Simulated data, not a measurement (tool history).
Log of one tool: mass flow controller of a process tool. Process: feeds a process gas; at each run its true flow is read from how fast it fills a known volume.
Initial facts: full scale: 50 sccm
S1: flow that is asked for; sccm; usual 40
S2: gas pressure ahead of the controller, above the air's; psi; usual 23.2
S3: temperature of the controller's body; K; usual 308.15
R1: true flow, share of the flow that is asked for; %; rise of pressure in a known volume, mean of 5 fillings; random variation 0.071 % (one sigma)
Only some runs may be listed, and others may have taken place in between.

Run 1, hour 0.0: usual settings. Result: R1 100.39 %.
Run 2, hour 264.2: usual settings. Result: R1 100.43 %.
Run 3, hour 503.7: usual settings. Result: R1 100.37 %.
Run 4, hour 917.6: usual settings but S1 19 sccm. Result: R1 100.22 %.
Run 5, hour 1268.4: usual settings. Result: R1 100.34 %.
Run 6, hour 1741.0: usual settings. Result: R1 100.34 %.
Run 7, hour 2212.7: usual settings. Result: R1 100.32 %.
Run 8, hour 2719.6: usual settings. Result: R1 100.38 %.
Run 9, hour 3204.4: usual settings but S1 7 sccm, S2 39.0 psi, S3 302.15 K. Result: R1 100.44 %.
Run 10, hour 3541.2: usual settings but S1 6 sccm, S2 30.7 psi, S3 295.15 K. Result: R1 99.37 %.
Run 11, hour 4018.2: usual settings but S1 10 sccm. Result: R1 100.23 %.

Branching from run 11: 3 alternative next runs. What would each branch give?
Run A, hour 4356.6: usual settings but S1 10 sccm, S3 295.15 K. Result: R1 ?.
Run B, hour 4356.6: usual settings but S1 9 sccm, S2 30.0 psi, S3 304.15 K. Result: R1 ?.
Run C, hour 4356.6: usual settings but S1 29 sccm, S2 30.6 psi, S3 296.15 K. Result: R1 ?.

run      R1
  A   99.12
  B  100.17
  C   99.73
Without the tool's hidden state the same runs would have given:
run      R1
  A   99.13
  B  100.18
  C   99.73
